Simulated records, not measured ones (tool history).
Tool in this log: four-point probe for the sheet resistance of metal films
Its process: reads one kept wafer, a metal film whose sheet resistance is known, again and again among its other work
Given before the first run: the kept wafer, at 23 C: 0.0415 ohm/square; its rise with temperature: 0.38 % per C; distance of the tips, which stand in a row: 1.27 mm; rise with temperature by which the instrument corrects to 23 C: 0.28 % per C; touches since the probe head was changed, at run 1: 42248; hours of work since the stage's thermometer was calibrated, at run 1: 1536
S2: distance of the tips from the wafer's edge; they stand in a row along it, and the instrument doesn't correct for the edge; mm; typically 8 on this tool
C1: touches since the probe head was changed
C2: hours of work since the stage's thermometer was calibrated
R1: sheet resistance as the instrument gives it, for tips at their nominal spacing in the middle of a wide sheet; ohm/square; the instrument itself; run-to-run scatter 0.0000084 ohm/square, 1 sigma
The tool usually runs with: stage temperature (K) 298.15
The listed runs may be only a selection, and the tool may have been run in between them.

run 1 day=0.000 | stage_temperature_(K)=298.15 S2=8 | C1=42248 C2=1536 | R1=0.041990
run 2 day=3.133 | stage_temperature_(K)=298.15 S2=8 | C1=44655 C2=1587 | R1=0.041964
run 3 day=5.533 | stage_temperature_(K)=298.15 S2=38 | C1=46503 C2=1626 | R1=0.041450
run 4 day=7.488 | stage_temperature_(K)=298.15 S2=38 | C1=48004 C2=1658 | R1=0.041424
run 5 day=10.229 | stage_temperature_(K)=298.15 S2=38 | C1=50113 C2=1703 | R1=0.041442
run 6 day=13.679 | stage_temperature_(K)=298.15 S2=8 | C1=52764 C2=1759 | R1=0.041960
run 7 day=17.796 | stage_temperature_(K)=298.15 S2=8 | C1=55930 C2=1826 | R1=0.041954
run 8 day=19.767 | stage_temperature_(K)=298.15 S2=8 | C1=57445 C2=1858 | R1=0.041944
-- day=20.088 stage's thermometer calibrated
run 9 day=23.917 | stage_temperature_(K)=295.15 S2=8 | C1=60618 C2=62 | R1=0.041890
run 10 day=27.104 | stage_temperature_(K)=298.15 S2=8 | C1=63068 C2=114 | R1=0.042001
run 11 day=29.012 | stage_temperature_(K)=298.15 S2=8 | C1=64538 C2=145 | R1=0.041996
run 12 day=31.683 | stage_temperature_(K)=298.15 S2=42 | C1=66590 C2=189 | R1=0.041441
run 13 day=35.312 | stage_temperature_(K)=298.15 S2=8 | C1=69381 C2=248 | R1=0.041977
-- day=36.471 stage's thermometer calibrated, once more
run 14 day=39.017 | stage_temperature_(K)=298.15 S2=8 | C1=72211 C2=41 | R1=0.041848
run 15 day=42.879 | stage_temperature_(K)=298.15 S2=8 | C1=75181 C2=104 | R1=0.041828
run 16 day=44.833 | stage_temperature_(K)=298.15 S2=8 | C1=76683 C2=136 | R1=0.041834
run 17 day=46.688 | stage_temperature_(K)=298.15 S2=8 | C1=78108 C2=167 | R1=0.041832
run 18 day=50.738 | stage_temperature_(K)=298.15 S2=8 | C1=81223 C2=233 | R1=0.041820
run 19 day=53.583 | stage_temperature_(K)=297.15 S2=18 | C1=83410 C2=279 | R1=0.041333
run 20 day=55.454 | stage_temperature_(K)=300.15 S2=25 | C1=84850 C2=309 | R1=0.041395
run 21 day=57.200 | stage_temperature_(K)=300.15 S2=25 | C1=86191 C2=338 | R1=0.041384
run 22 day=60.229 | stage_temperature_(K)=303.15 S2=4 | C1=88522 C2=387 | R1=0.043586
run 23 day=63.208 | stage_temperature_(K)=306.15 S2=4 | C1=90809 C2=436 | R1=0.043705
run 24 day=67.050 | stage_temperature_(K)=298.15 S2=14 | C1=93763 C2=498 | R1=0.041436
run 25 day=71.029 | stage_temperature_(K)=298.15 S2=63 | C1=96823 C2=563 | R1=0.041242
run 26 day=72.975 | stage_temperature_(K)=293.15 S2=63 | C1=98318 C2=595 | R1=0.041048
run 27 day=76.583 | stage_temperature_(K)=292.15 S2=7 | C1=101094 C2=654 | R1=0.041725

Branching from run 27: 5 alternative next runs. What would each branch give?
run A day=78.375 | stage_temperature_(K)=303.15 S2=3 | C1=102470 C2=683 | R1=?
run B day=78.375 | stage_temperature_(K)=300.15 S2=7 | C1=102470 C2=683 | R1=?
run C day=78.375 | stage_temperature_(K)=293.15 S2=27 | C1=102470 C2=683 | R1=?
run D day=78.375 | stage_temperature_(K)=297.15 S2=27 | C1=102470 C2=683 | R1=?
run E day=78.375 | stage_temperature_(K)=306.15 S2=16 | C1=102470 C2=683 | R1=?

run=A R1=0.045040
run=B R1=0.042030
run=C R1=0.041087
run=D R1=0.041254
run=E R1=0.041666
Without the tool's hidden state the same runs would have given:
run=A R1=0.045416
run=B R1=0.042383
run=C R1=0.041432
run=D R1=0.041601
run=E R1=0.042017

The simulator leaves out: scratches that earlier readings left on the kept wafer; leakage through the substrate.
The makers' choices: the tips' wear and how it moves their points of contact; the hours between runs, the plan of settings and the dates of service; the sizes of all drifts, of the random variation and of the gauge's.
